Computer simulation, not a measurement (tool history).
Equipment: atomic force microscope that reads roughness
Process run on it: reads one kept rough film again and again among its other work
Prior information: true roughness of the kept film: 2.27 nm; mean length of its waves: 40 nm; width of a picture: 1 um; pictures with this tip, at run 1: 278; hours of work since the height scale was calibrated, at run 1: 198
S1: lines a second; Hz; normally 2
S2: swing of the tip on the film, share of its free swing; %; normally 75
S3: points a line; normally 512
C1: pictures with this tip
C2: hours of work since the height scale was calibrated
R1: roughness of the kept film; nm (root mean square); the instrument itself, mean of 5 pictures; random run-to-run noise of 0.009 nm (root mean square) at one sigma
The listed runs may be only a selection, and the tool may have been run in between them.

Run 1, hour 0: usual settings; C1 278; C2 198. Result: R1 1.84 nm (root mean square).
Run 2, hour 14.2: usual settings; C1 303; C2 208. Result: R1 1.836 nm (root mean square).
At hour 28.8: new tip fitted.
Run 3, hour 28.9: usual settings; C1 1; C2 219. Result: R1 2.011 nm (root mean square).
Run 4, hour 39.2: usual settings; C1 18; C2 226. Result: R1 2.009 nm (root mean square).
Run 5, hour 52.1: usual settings; C1 41; C2 235. Result: R1 1.974 nm (root mean square).
Run 6, hour 64.8: usual settings; C1 63; C2 245. Result: R1 1.971 nm (root mean square).
At hour 67.5: height scale calibrated on a step standard.
Run 7, hour 77.8: usual settings; C1 84; C2 7. Result: R1 1.943 nm (root mean square).
Run 8, hour 87.6: usual settings; C1 101; C2 14. Result: R1 1.93 nm (root mean square).
Run 9, hour 99.8: usual settings but S1 2.98 Hz; C1 122; C2 23. Result: R1 1.872 nm (root mean square).
Run 10, hour 114.8: usual settings but S1 2.98 Hz; C1 148; C2 34. Result: R1 1.863 nm (root mean square).
Run 11, hour 128.1: usual settings but S1 2.98 Hz, S2 70 %, S3 262; C1 171; C2 44. Result: R1 1.858 nm (root mean square).
Run 12, hour 141.1: usual settings but S1 2.98 Hz, S2 70 %, S3 262; C1 194; C2 53. Result: R1 1.857 nm (root mean square).
At hour 154.9: height scale calibrated on a step standard, once more.
Run 13, hour 158.6: usual settings but S1 1.35 Hz, S2 72 %, S3 265; C1 222; C2 3. Result: R1 1.935 nm (root mean square).
Run 14, hour 168: usual settings but S1 1.35 Hz, S2 72 %, S3 265; C1 239; C2 9. Result: R1 1.914 nm (root mean square).
Run 15, hour 177.1: usual settings but S1 1.35 Hz, S2 72 %, S3 265; C1 254; C2 16. Result: R1 1.896 nm (root mean square).
Run 16, hour 186.3: usual settings but S1 0.72 Hz, S2 79 %, S3 424; C1 270; C2 23. Result: R1 1.931 nm (root mean square).
Run 17, hour 195.5: usual settings but S1 0.72 Hz, S2 79 %, S3 424; C1 286; C2 29. Result: R1 1.899 nm (root mean square).
Run 18, hour 206.4: usual settings but S2 63 %, S3 267; C1 305; C2 37. Result: R1 1.876 nm (root mean square).

Alternative continuations, all from the tool just after run 18; predict every row:
At hour 219.4: new tip fitted.
Run A, hour 221.3: usual settings but S1 2.13 Hz, S2 76 %, S3 349; C1 3; C2 47. Result: R1 ?.
At hour 219.4: new tip fitted.
Run B, hour 221.3: usual settings but S1 1.12 Hz, S2 74 %; C1 3; C2 47. Result: R1 ?.
At hour 219.4: new tip fitted.
Run C, hour 221.3: usual settings but S1 0.51 Hz, S2 70 %, S3 379; C1 3; C2 47. Result: R1 ?.
At hour 219.4: new tip fitted.
Run D, hour 221.3: usual settings but S1 1.23 Hz, S2 84 %, S3 912; C1 3; C2 47. Result: R1 ?.

run     R1
  A   1.99
  B  2.072
  C  2.109
  D  2.007
Without the tool's unlogged condition, the same runs would have read:
run     R1
  A  1.999
  B  2.082
  C  2.119
  D  2.017
